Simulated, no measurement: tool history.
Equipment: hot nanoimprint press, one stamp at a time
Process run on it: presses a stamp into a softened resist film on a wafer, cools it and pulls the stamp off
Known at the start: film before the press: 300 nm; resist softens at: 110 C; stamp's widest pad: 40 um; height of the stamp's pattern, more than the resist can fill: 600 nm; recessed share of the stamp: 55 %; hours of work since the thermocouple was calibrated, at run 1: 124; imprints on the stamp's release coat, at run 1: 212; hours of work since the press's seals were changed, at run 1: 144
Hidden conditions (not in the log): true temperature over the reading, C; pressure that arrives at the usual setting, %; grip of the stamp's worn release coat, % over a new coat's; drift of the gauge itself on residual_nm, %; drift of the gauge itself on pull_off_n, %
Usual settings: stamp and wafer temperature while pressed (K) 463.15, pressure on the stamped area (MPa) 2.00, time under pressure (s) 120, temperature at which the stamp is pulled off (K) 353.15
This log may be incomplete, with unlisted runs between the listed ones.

run,hour,stamp and wafer temperature while pressed (K),pressure on the stamped area (MPa),time under pressure (s),temperature at which the stamp is pulled off (K),hours of work since the thermocouple was calibrated,imprints on the stamp's release coat,hours of work since the press's seals were changed,resist left under the stamp's widest pad (angstrom),greatest force while the stamp is pulled off (N)
1,0.0,463.15,2.00,120,353.15,124,212,144,1125,217
2,13.0,467.15,2.00,120,353.15,133,239,153,962,222
3,32.5,467.15,2.00,120,353.15,145,279,165,953,234
4,53.9,467.15,2.00,120,353.15,159,323,179,941,237
5,75.6,463.15,2.00,120,353.15,173,368,193,1122,234
6,98.6,463.15,2.00,120,353.15,188,416,208,1138,241
7,109.3,463.15,2.00,120,353.15,195,438,215,1125,238
8,127.8,463.15,2.00,120,353.15,207,477,227,1116,245
9,143.1,463.15,2.00,120,353.15,216,508,236,1117,245
10,165.2,463.15,2.00,120,353.15,231,554,251,1131,256
11,188.0,463.15,2.00,120,353.15,245,601,265,1117,259
12,205.7,463.15,2.00,63,353.15,257,638,277,1398,262
13,215.3,463.15,2.00,63,353.15,263,658,283,1382,252
14,227.3,461.15,2.00,63,343.15,271,683,291,1512,313
15,246.1,463.15,2.00,83,353.15,283,722,303,1260,275
16,256.2,475.15,1.66,144,338.15,289,743,309,691,355
17,276.0,475.15,1.66,144,338.15,302,784,322,691,353
18,290.8,461.15,2.00,120,343.15,312,814,332,1210,329
19,301.2,457.15,2.00,120,359.15,318,836,338,1423,240
20,324.5,457.15,2.00,120,359.15,333,884,353,1425,250
21,336.7,463.15,2.00,120,349.15,341,909,361,1095,309
22,346.8,463.15,1.75,64,360.15,348,930,368,1459,238
23,361.9,457.15,1.74,184,359.15,357,962,377,1312,241
24,373.2,457.15,1.74,184,359.15,365,985,385,1321,251
25,386.1,457.15,1.74,154,355.15,373,1012,393,1391,278

Here are 4 independent what-if runs from the current tool condition. What would each one return?
A,405.3,469.15,2.00,120,353.15,385,1052,405,?,?
B,405.3,463.15,2.00,120,342.15,385,1052,405,?,?
C,405.3,463.15,2.00,205,353.15,385,1052,405,?,?
D,405.3,470.15,2.00,120,353.15,385,1052,405,?,?

run,resist left under the stamp's widest pad (angstrom),greatest force while the stamp is pulled off (N)
A,841,296
B,1081,357
C,885,297
D,810,297
What these runs would have given with no unlogged condition in the tool:
run,resist left under the stamp's widest pad (angstrom),greatest force while the stamp is pulled off (N)
A,899,207
B,1158,247
C,951,207
D,865,207

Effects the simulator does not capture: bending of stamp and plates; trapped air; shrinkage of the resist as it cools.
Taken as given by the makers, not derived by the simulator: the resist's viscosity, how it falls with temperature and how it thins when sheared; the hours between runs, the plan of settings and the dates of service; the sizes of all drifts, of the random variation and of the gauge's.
